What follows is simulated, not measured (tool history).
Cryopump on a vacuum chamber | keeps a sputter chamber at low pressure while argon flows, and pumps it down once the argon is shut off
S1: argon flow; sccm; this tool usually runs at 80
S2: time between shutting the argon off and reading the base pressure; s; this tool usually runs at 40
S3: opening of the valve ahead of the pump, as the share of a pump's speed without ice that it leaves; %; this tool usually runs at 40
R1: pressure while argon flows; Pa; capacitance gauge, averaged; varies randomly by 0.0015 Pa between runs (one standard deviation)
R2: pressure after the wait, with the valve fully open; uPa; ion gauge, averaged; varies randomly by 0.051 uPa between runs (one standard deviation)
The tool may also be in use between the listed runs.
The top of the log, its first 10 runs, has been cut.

Run 11, hour 877.1: usual settings but S3 16 %. Result: R1 0.9234 Pa, R2 4.14 uPa.
Run 12, hour 992.3: usual settings. Result: R1 0.3917 Pa, R2 4.32 uPa.
Run 13, hour 1051.1: usual settings. Result: R1 0.3941 Pa, R2 4.3 uPa.
Run 14, hour 1139.6: usual settings. Result: R1 0.3957 Pa, R2 4.5 uPa.
Run 15, hour 1213.6: usual settings. Result: R1 0.3954 Pa, R2 4.64 uPa.
Run 16, hour 1302.8: usual settings. Result: R1 0.4006 Pa, R2 4.74 uPa.
At hour 1370.9: pump warmed up, emptied and cooled again.
Run 17, hour 1377: usual settings. Result: R1 0.3602 Pa, R2 4.37 uPa.
Run 18, hour 1461.6: usual settings. Result: R1 0.3641 Pa, R2 4.48 uPa.
Run 19, hour 1564.1: usual settings but S3 15 %. Result: R1 0.9568 Pa, R2 4.6 uPa.
Run 20, hour 1646.1: usual settings but S1 35 sccm, S3 20 %. Result: R1 0.3179 Pa, R2 4.72 uPa.
Run 21, hour 1756.6: usual settings but S2 25 s, S3 21 %. Result: R1 0.6872 Pa, R2 6.58 uPa.
Run 22, hour 1865: usual settings but S1 74 sccm, S2 25 s, S3 21 %. Result: R1 0.6389 Pa, R2 6.82 uPa.
Run 23, hour 1944.3: usual settings but S1 133 sccm, S2 54 s, S3 24 %. Result: R1 1.0146 Pa, R2 4.49 uPa.
Run 24, hour 2046.2: usual settings but S2 70 s, S3 26 %. Result: R1 0.5651 Pa, R2 4.13 uPa.

Expected results for the next run?
Run 25, hour 2152: usual settings but S3 17 %. Result: R1 ?, R2 ?.

R1: 0.8661 Pa
R2: 5.61 uPa
Take away the tool's hidden state, keep the run-to-run variation as it was, and the same run would have given R1 0.8467 Pa, R2 3.19 uPa.

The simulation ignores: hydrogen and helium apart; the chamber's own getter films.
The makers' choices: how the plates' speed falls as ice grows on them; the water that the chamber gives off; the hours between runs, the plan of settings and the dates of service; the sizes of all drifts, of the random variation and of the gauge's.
